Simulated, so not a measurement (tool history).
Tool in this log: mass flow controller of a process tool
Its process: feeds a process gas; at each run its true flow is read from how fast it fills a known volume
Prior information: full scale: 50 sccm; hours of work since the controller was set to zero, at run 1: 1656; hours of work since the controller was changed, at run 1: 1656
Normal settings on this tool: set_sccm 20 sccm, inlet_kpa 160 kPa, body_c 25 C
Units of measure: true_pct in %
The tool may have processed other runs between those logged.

| run | hour | set_sccm | inlet_kpa | body_c | hours of work since the controller was set to zero | hours of work since the controller was changed | true_pct |
|---|---|---|---|---|---|---|---|
| 1 | 0.0 | 20 | 160 | 25 | 1656 | 1656 | 99.49 |
| 2 | 126.1 | 20 | 160 | 25 | 1743 | 1743 | 99.63 |
| 3 | 184.0 | 20 | 160 | 25 | 1783 | 1783 | 99.66 |
| 4 | 308.4 | 20 | 160 | 25 | 1869 | 1869 | 99.70 |
| 5 | 397.8 | 20 | 160 | 25 | 1931 | 1931 | 99.58 |
| 6 | 515.5 | 20 | 160 | 25 | 2012 | 2012 | 99.85 |
| 7 | 596.5 | 20 | 160 | 25 | 2068 | 2068 | 99.95 |
| 8 | 664.7 | 20 | 160 | 25 | 2115 | 2115 | 99.88 |
| 9 | 774.3 | 20 | 160 | 25 | 2191 | 2191 | 99.95 |
| 10 | 865.0 | 20 | 160 | 27 | 2253 | 2253 | 100.02 |
| 11 | 980.3 | 16 | 160 | 28 | 2333 | 2333 | 100.15 |
| 12 | 1110.8 | 16 | 160 | 28 | 2423 | 2423 | 100.30 |
| 13 | 1188.5 | 12 | 160 | 22 | 2477 | 2477 | 100.03 |
| 14 | 1292.9 | 20 | 160 | 20 | 2549 | 2549 | 100.29 |
| 15 | 1416.6 | 33 | 269 | 31 | 2634 | 2634 | 100.94 |
| 16 | 1473.7 | 16 | 261 | 25 | 2674 | 2674 | 100.13 |
| 17 | 1544.7 | 16 | 261 | 25 | 2723 | 2723 | 100.47 |
| 18 | 1621.6 | 8 | 167 | 35 | 2776 | 2776 | 100.89 |
| 19 | 1752.1 | 12 | 160 | 25 | 2866 | 2866 | 100.51 |

Branching from run 19: 5 alternative next runs. What would each branch give?
| A | 1854.7 | 7 | 206 | 22 | 2937 | 2937 | ? |
| B | 1854.7 | 12 | 160 | 25 | 2937 | 2937 | ? |
| C | 1854.7 | 20 | 247 | 34 | 2937 | 2937 | ? |
| D | 1854.7 | 27 | 219 | 27 | 2937 | 2937 | ? |
| E | 1854.7 | 12 | 269 | 25 | 2937 | 2937 | ? |

| run | true_pct |
|---|---|
| A | 100.46 |
| B | 100.79 |
| C | 101.22 |
| D | 100.88 |
| E | 100.49 |
What these runs would have given with no unlogged condition in the tool:
| run | true_pct |
|---|---|
| A | 99.05 |
| B | 99.38 |
| C | 99.81 |
| D | 99.48 |
| E | 99.08 |
